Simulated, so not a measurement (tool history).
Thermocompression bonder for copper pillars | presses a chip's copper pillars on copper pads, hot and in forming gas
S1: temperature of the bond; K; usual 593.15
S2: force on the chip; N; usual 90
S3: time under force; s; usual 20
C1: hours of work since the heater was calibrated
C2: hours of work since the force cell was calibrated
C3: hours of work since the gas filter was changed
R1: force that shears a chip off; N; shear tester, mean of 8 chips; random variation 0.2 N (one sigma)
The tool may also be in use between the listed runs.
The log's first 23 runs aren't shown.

run 24 hour=1549.6 | S1=607.15 S2=102 S3=36 | C1=179 C2=341 C3=48 | R1=63.4
run 25 hour=1617.3 | S1=607.15 S2=102 S3=36 | C1=221 C2=384 C3=91 | R1=63.3
run 26 hour=1655.5 | S1=577.15 S2=55 S3=20 | C1=246 C2=408 C3=115 | R1=25.7
run 27 hour=1732.3 | S1=604.15 S2=130 S3=21 | C1=294 C2=457 C3=163 | R1=59.3
run 28 hour=1807.1 | S1=578.15 S2=65 S3=15 | C1=341 C2=504 C3=211 | R1=25.5
run 29 hour=1882.6 | S1=593.15 S2=114 S3=16 | C1=389 C2=552 C3=258 | R1=45.8
run 30 hour=1974.4 | S1=568.15 S2=73 S3=20 | C1=447 C2=610 C3=316 | R1=26.5
run 31 hour=2062.4 | S1=568.15 S2=73 S3=20 | C1=503 C2=666 C3=372 | R1=26.1
-- hour=2088.1 forming gas filter changed
run 32 hour=2129.7 | S1=593.15 S2=98 S3=32 | C1=545 C2=708 C3=26 | R1=52.6
run 33 hour=2186.5 | S1=599.15 S2=90 S3=45 | C1=581 C2=744 C3=62 | R1=59.2
run 34 hour=2265.8 | S1=599.15 S2=90 S3=45 | C1=631 C2=794 C3=112 | R1=58.5
run 35 hour=2344 | S1=593.15 S2=79 S3=47 | C1=681 C2=843 C3=162 | R1=52.4
run 36 hour=2401 | S1=577.15 S2=79 S3=47 | C1=717 C2=879 C3=198 | R1=43.3
run 37 hour=2440.2 | S1=597.15 S2=107 S3=47 | C1=742 C2=904 C3=223 | R1=61.4
run 38 hour=2497.6 | S1=597.15 S2=62 S3=34 | C1=778 C2=941 C3=259 | R1=43
run 39 hour=2567.8 | S1=593.15 S2=90 S3=42 | C1=822 C2=985 C3=303 | R1=52.7

3 ways to go on from here, each from the tool as it stands after run 39. What would each give?
run A hour=2617.1 | S1=567.15 S2=78 S3=33 | C1=853 C2=1016 C3=335 | R1=?
run B hour=2617.1 | S1=595.15 S2=117 S3=42 | C1=853 C2=1016 C3=335 | R1=?
run C hour=2617.1 | S1=593.15 S2=126 S3=20 | C1=853 C2=1016 C3=335 | R1=?

run=A R1=32.4
run=B R1=59.4
run=C R1=50.4
Without the tool's hidden state the same runs would have given:
run=A R1=35.3
run=B R1=63.1
run=C R1=53.9
